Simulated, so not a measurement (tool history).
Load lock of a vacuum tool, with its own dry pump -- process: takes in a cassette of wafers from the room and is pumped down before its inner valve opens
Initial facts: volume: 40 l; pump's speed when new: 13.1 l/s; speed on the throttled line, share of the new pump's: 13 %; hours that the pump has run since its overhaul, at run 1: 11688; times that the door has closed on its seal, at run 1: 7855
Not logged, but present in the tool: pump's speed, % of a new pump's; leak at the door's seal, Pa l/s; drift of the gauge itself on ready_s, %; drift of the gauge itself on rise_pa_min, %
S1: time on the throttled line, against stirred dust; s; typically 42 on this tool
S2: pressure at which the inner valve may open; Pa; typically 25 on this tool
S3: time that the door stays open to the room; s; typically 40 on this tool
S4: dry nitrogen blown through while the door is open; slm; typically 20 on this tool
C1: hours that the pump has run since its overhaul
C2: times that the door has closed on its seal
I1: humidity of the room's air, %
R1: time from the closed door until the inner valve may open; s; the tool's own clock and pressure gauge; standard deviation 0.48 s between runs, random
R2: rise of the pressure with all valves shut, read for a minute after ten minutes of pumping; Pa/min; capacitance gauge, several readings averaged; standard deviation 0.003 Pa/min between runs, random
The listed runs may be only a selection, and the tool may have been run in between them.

Run 1, day 0: usual settings; C1 11688; C2 7855; I1 46.2. Result: R1 66.8 s, R2 0.05 Pa/min.
Run 2, day 7.438: usual settings; C1 11867; C2 8299; I1 42.8. Result: R1 65.5 s, R2 0.052 Pa/min.
Run 3, day 14.033: usual settings but S3 48 s; C1 12025; C2 8693; I1 45.3. Result: R1 66.5 s, R2 0.054 Pa/min.
Run 4, day 21.596: usual settings but S4 21 slm; C1 12206; C2 9144; I1 45.8. Result: R1 66.2 s, R2 0.057 Pa/min.
Run 5, day 28.858: usual settings but S4 21 slm; C1 12381; C2 9577; I1 41.7. Result: R1 66.1 s, R2 0.062 Pa/min.
Run 6, day 41.829: usual settings but S4 21 slm; C1 12692; C2 10350; I1 42.9. Result: R1 66.6 s, R2 0.067 Pa/min.
Run 7, day 53.388: usual settings but S4 21 slm; C1 12969; C2 11040; I1 44. Result: R1 66.5 s, R2 0.069 Pa/min.
Run 8, day 64.246: usual settings; C1 13230; C2 11688; I1 42.8. Result: R1 67.4 s, R2 0.076 Pa/min.
Run 9, day 79.238: usual settings but S3 39 s; C1 13590; C2 12582; I1 43.6. Result: R1 67.1 s, R2 0.09 Pa/min.
Run 10, day 92.854: usual settings but S2 48 Pa; C1 13917; C2 13394; I1 49.1. Result: R1 65 s, R2 0.102 Pa/min.
Run 11, day 103.562: usual settings but S1 39 s, S4 34 slm; C1 14174; C2 14033; I1 49.5. Result: R1 64.9 s, R2 0.099 Pa/min.
Run 12, day 110.429: usual settings but S1 39 s, S2 28 Pa, S4 25 slm; C1 14338; C2 14442; I1 43.8. Result: R1 65 s, R2 0.113 Pa/min.
Run 13, day 121.412: usual settings but S1 50 s, S2 36 Pa, S3 45 s, S4 6 slm; C1 14602; C2 15097; I1 45.1. Result: R1 72.6 s, R2 0.131 Pa/min.
Run 14, day 130.817: usual settings but S1 50 s, S2 39 Pa, S3 45 s, S4 6 slm; C1 14828; C2 15658; I1 41.2. Result: R1 73.4 s, R2 0.139 Pa/min.
Run 15, day 140.067: usual settings but S1 49 s, S2 39 Pa, S4 11 slm; C1 15050; C2 16210; I1 44.8. Result: R1 71.5 s, R2 0.142 Pa/min.
At day 142.2: dry pump taken out, an overhauled one fitted.
Run 16, day 148.404: usual settings but S1 49 s, S2 32 Pa, S3 57 s, S4 11 slm; C1 149; C2 16692; I1 42.7. Result: R1 67.2 s, R2 0.146 Pa/min.
Run 17, day 155.554: usual settings but S1 25 s, S3 124 s, S4 16 slm; C1 320; C2 17119; I1 42.5. Result: R1 47.2 s, R2 0.159 Pa/min.

Predict each of these 5 candidate next runs independently; none follows another, all start after run 17:
Run A, day 166.092: usual settings but S1 25 s, S2 35 Pa, S3 124 s, S4 11 slm; C1 573; C2 17747; I1 46.8. Result: R1 ?, R2 ?.
Run B, day 166.092: usual settings but S1 48 s, S2 24 Pa, S3 77 s, S4 16 slm; C1 573; C2 17747; I1 46.5. Result: R1 ?, R2 ?.
Run C, day 166.092: usual settings but S1 54 s, S2 30 Pa, S3 124 s, S4 5 slm; C1 573; C2 17747; I1 47.7. Result: R1 ?, R2 ?.
Run D, day 166.092: usual settings but S1 25 s, S3 124 s, S4 5 slm; C1 573; C2 17747; I1 45.1. Result: R1 ?, R2 ?.
Run E, day 166.092: usual settings but S1 25 s, S3 175 s, S4 16 slm; C1 573; C2 17747; I1 44.8. Result: R1 ?, R2 ?.

run    R1     R2
  A    46  0.168
  B  67.2  0.169
  C  71.8  0.195
  D  46.5  0.198
  E  47.1  0.175
Without the tool's unlogged condition, the same runs would have read:
run    R1     R2
  A  46.3  0.035
  B  67.4  0.032
  C  71.9  0.059
  D  46.7   0.06
  E  47.3  0.038
